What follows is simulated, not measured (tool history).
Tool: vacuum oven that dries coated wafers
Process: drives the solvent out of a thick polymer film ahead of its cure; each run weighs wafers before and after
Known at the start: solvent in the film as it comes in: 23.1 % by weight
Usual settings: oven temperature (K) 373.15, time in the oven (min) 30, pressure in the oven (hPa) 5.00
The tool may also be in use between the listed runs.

run,hour,oven temperature (K),time in the oven (min),pressure in the oven (hPa),solvent left in the film (%)
1,0.0,373.15,30,5.00,3.34
2,11.2,373.15,30,5.00,3.37
3,27.6,373.15,30,5.00,3.38
4,38.0,373.15,30,5.00,3.38
5,52.3,373.15,30,5.00,3.30
6,62.8,373.15,30,5.00,3.38
7,81.4,373.15,27,5.00,4.06
8,90.5,373.15,29,5.00,3.57
9,100.9,373.15,29,5.00,3.54
10,115.2,373.15,29,5.00,3.49
11,123.7,373.15,30,5.00,3.31
12,136.0,373.15,28,5.64,3.77
13,147.0,372.15,28,12.31,4.48
14,166.2,372.15,28,12.31,4.42
15,174.5,364.15,48,12.31,4.36
16,187.7,370.15,27,3.40,4.99

Run 17 comes next. What will it give?
17,203.6,380.15,33,5.00,?

solvent left in the film (%): 1.12
Without the tool's hidden state the same run would have given solvent left in the film (%) 1.22.
